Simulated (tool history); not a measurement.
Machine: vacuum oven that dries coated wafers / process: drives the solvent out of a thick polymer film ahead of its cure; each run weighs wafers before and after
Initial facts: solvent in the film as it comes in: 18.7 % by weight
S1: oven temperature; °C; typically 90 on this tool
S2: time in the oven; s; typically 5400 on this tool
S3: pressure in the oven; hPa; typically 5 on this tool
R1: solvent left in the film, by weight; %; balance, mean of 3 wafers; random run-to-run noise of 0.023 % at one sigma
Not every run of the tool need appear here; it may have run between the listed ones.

| run | hour | S1 | S2 | S3 | R1 |
|---|---|---|---|---|---|
| 1 | 0 | 90 | 5400 | 5 | 1.84 |
| 2 | 77.5 | 90 | 5400 | 3.62 | 1.8 |
| 3 | 144 | 90 | 5400 | 3.62 | 1.8 |
| 4 | 206.3 | 90 | 5400 | 3.62 | 1.79 |
| 5 | 277.2 | 90 | 5400 | 3.62 | 1.78 |
|  | 344.5 | oven's thermocouples calibrated |
| 6 | 344.5 | 90 | 5400 | 3.62 | 1.81 |
| 7 | 402.5 | 90 | 5400 | 3.62 | 1.8 |
| 8 | 440 | 90 | 5400 | 5 | 1.83 |
| 9 | 483.4 | 90 | 5400 | 10.81 | 1.96 |
| 10 | 522.7 | 90 | 5400 | 10.81 | 1.99 |
| 11 | 561.4 | 90 | 5400 | 5 | 1.83 |
| 12 | 643.1 | 90 | 5400 | 5 | 1.85 |
| 13 | 711.1 | 90 | 5400 | 5 | 1.84 |
| 14 | 760.3 | 90 | 5400 | 5 | 1.8 |
| 15 | 796.4 | 90 | 5400 | 5 | 1.83 |
|  | 811.5 | vacuum gauge cleaned of residue and calibrated |
| 16 | 857.8 | 90 | 5400 | 5 | 1.65 |
| 17 | 911.2 | 90 | 5400 | 5 | 1.66 |
| 18 | 976.9 | 90 | 5400 | 5 | 1.65 |
| 19 | 1041.4 | 90 | 5400 | 3.33 | 1.57 |
| 20 | 1114.7 | 90 | 5400 | 5 | 1.65 |
| 21 | 1176.9 | 90 | 5400 | 5 | 1.62 |
| 22 | 1227.4 | 90 | 5400 | 5 | 1.64 |
| 23 | 1303.9 | 90 | 5400 | 5 | 1.59 |
| 24 | 1372.7 | 90 | 5520 | 5.97 | 1.53 |
| 25 | 1429.2 | 90 | 5400 | 4.93 | 1.62 |
| 26 | 1494.8 | 90 | 5400 | 4.93 | 1.6 |
| 27 | 1551.6 | 95 | 5400 | 17.12 | 1.26 |
| 28 | 1629.4 | 95 | 5400 | 10.51 | 1.1 |
| 29 | 1675.9 | 83 | 3360 | 5.94 | 5.32 |
| 30 | 1723.6 | 83 | 3360 | 5.94 | 5.3 |
| 31 | 1759 | 83 | 3360 | 5.94 | 5.27 |
| 32 | 1840.5 | 83 | 3360 | 5.94 | 5.27 |
| 33 | 1914.8 | 80 | 3360 | 4.93 | 5.97 |
| 34 | 1968.8 | 96 | 5460 | 10.7 | 0.99 |
| 35 | 2043.1 | 96 | 2760 | 5.66 | 3.33 |
|  | 2104.1 | oven's thermocouples calibrated |
| 36 | 2115.6 | 96 | 2760 | 5.66 | 3.72 |
| 37 | 2169.3 | 96 | 2760 | 5.66 | 3.72 |
| 38 | 2234.3 | 91 | 4020 | 5.66 | 2.89 |
| 39 | 2308.4 | 94 | 5400 | 10.07 | 1.38 |
| 40 | 2385.6 | 94 | 5400 | 10.07 | 1.39 |
| 41 | 2450.7 | 102 | 7140 | 3.71 | 0.25 |
| 42 | 2496.9 | 101 | 2820 | 5 | 2.58 |
| 43 | 2557.6 | 101 | 7500 | 4.45 | 0.28 |
| 44 | 2597.7 | 90 | 3420 | 16.13 | 4.04 |
| 45 | 2636.9 | 83 | 3300 | 5 | 5.71 |
| 46 | 2712.2 | 83 | 3300 | 5 | 5.7 |

Below are 3 alternative next runs, each starting from the tool's condition after run 46. Predict each:
| A | 2774.2 | 83 | 4800 | 9.11 | ? |
| B | 2774.2 | 91 | 7080 | 11.45 | ? |
| C | 2774.2 | 77 | 3420 | 4.68 | ? |

| run | R1 |
|---|---|
| A | 3.8 |
| B | 1.1 |
| C | 6.95 |
Without the tool's unlogged condition, the same runs would have read:
| run | R1 |
|---|---|
| A | 3.73 |
| B | 1.01 |
| C | 6.89 |
